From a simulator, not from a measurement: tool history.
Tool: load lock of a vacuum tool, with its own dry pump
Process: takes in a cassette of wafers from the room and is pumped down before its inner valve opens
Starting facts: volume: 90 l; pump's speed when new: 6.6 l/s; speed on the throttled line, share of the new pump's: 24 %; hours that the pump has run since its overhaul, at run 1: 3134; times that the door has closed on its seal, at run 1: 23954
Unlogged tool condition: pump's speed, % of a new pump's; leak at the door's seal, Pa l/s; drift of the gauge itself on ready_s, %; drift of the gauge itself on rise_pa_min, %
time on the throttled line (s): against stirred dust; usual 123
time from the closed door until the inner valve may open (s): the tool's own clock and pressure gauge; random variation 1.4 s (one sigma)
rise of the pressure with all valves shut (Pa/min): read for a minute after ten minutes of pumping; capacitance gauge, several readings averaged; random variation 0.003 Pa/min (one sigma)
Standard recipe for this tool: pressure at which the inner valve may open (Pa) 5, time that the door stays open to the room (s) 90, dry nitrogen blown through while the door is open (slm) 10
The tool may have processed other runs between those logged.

run	hour	time on the throttled line (s)	pressure at which the inner valve may open (Pa)	time that the door stays open to the room (s)	dry nitrogen blown through while the door is open (slm)	hours that the pump has run since its overhaul	times that the door has closed on its seal	incoming humidity of the room's air, %	time from the closed door until the inner valve may open (s)	rise of the pressure with all valves shut (Pa/min)
1	0.0	123	5	90	10	3134	23954	42.2	238.8	0.092
2	152.2	123	5	90	10	3286	24353	46.2	237.5	0.096
3	383.1	123	5	90	13	3517	24957	46.1	237.0	0.095
4	709.7	123	5	80	10	3844	25812	43.2	238.3	0.099
5	870.0	123	5	90	10	4004	26231	43.0	237.8	0.102
6	1050.3	123	5	90	10	4184	26703	44.1	238.0	0.107
7	1207.1	123	5	90	10	4341	27113	44.8	240.2	0.106
8	1428.9	101	5	90	10	4563	27694	46.8	223.2	0.114
9	1593.4	123	5	90	7	4727	28124	46.5	241.0	0.114
10	1788.8	123	5	90	38	4923	28636	43.3	240.0	0.088
11	2001.1	123	5	90	38	5135	29191	44.9	239.8	0.095
12	2161.4	123	5	90	38	5295	29611	42.8	242.0	0.091
13	2402.0	123	5	90	10	5536	30241	48.1	243.0	0.121
14	2704.3	123	5	90	10	5838	31032	47.4	242.3	0.120
15	2929.1	123	5	90	10	6063	31620	43.7	243.0	0.112
16	3229.8	123	5	90	10	6364	32407	44.6	242.2	0.123
17	3426.9	123	5	90	10	6561	32923	44.3	245.7	0.129
18	3752.7	123	5	90	10	6887	33776	49.0	244.9	0.126
19	3986.5	123	5	90	10	7121	34388	46.2	246.1	0.127
20	4283.7	123	5	90	10	7418	35166	47.2	243.8	0.132
21	4588.7	158	4	90	10	7723	35964	43.5	278.7	0.134
22	4811.7	158	4	90	10	7946	36547	46.5	280.7	0.135
23	5023.1	123	5	90	38	8157	37101	42.5	252.9	0.114
24	5161.0	100	5	55	10	8295	37462	44.8	236.0	0.123
25	5333.3	80	5	94	8	8467	37913	43.8	218.0	0.140
26	5665.4	123	8	214	15	8799	38782	46.1	244.3	0.178
27	5965.6	123	8	44	4	9100	39568	43.7	243.3	0.128
28	6150.5	81	9	90	8	9285	40052	45.5	212.5	0.148
29	6460.5	178	5	56	19	9595	40863	41.6	292.6	0.125
30	6699.0	178	5	56	19	9833	41487	45.6	295.5	0.135
31	6843.9	153	8	92	27	9978	41866	45.7	265.8	0.145
32	7005.2	187	5	130	10	10139	42288	47.2	300.2	0.179
33	7247.2	86	9	90	19	10381	42922	42.7	220.8	0.144
34	7540.5	86	5	90	5	10674	43689	42.9	231.6	0.162
35	7856.0	86	5	90	5	10990	44515	41.2	233.9	0.171
36	8012.3	86	5	47	5	11146	44924	45.1	234.4	0.158
37	8291.2	86	5	186	5	11425	45654	46.2	235.0	0.224
38	8615.4	86	5	186	6	11749	46503	48.3	235.2	0.223

Some steps in time from the closed door until the inner valve may open (s), run to run, broken into two amounts with sign: the step expected even without the hidden condition (settings, incoming material, random variation), and the rest, left for the hidden condition together with whatever gauge scatter is not in both the measured and the hidden-condition-free result:
Run 20 -> 21: time on the throttled line (s) 123 -> 158, pressure at which the inner valve may open (Pa) 5 -> 4. time from the closed door until the inner valve may open (s) +34.9: hidden state +0.3, all else +34.6.
Run 27 -> 28: time on the throttled line (s) 123 -> 81, pressure at which the inner valve may open (Pa) 8 -> 9, time that the door stays open to the room (s) 44 -> 90, dry nitrogen blown through while the door is open (slm) 4 -> 8. time from the closed door until the inner valve may open (s) -30.8: hidden state +2.2, all else -33.0.
Run 28 -> 29: time on the throttled line (s) 81 -> 178, pressure at which the inner valve may open (Pa) 9 -> 5, time that the door stays open to the room (s) 90 -> 56, dry nitrogen blown through while the door is open (slm) 8 -> 19. time from the closed door until the inner valve may open (s) +80.1: hidden state -2.2, all else +82.3.
Run 32 -> 33: time on the throttled line (s) 187 -> 86, pressure at which the inner valve may open (Pa) 5 -> 9, time that the door stays open to the room (s) 130 -> 90, dry nitrogen blown through while the door is open (slm) 10 -> 19. time from the closed door until the inner valve may open (s) -79.4: hidden state +3.9, all else -83.3.
Run 33 -> 34: pressure at which the inner valve may open (Pa) 9 -> 5, dry nitrogen blown through while the door is open (slm) 19 -> 5. time from the closed door until the inner valve may open (s) +10.8: hidden state +3.3, all else +7.5.
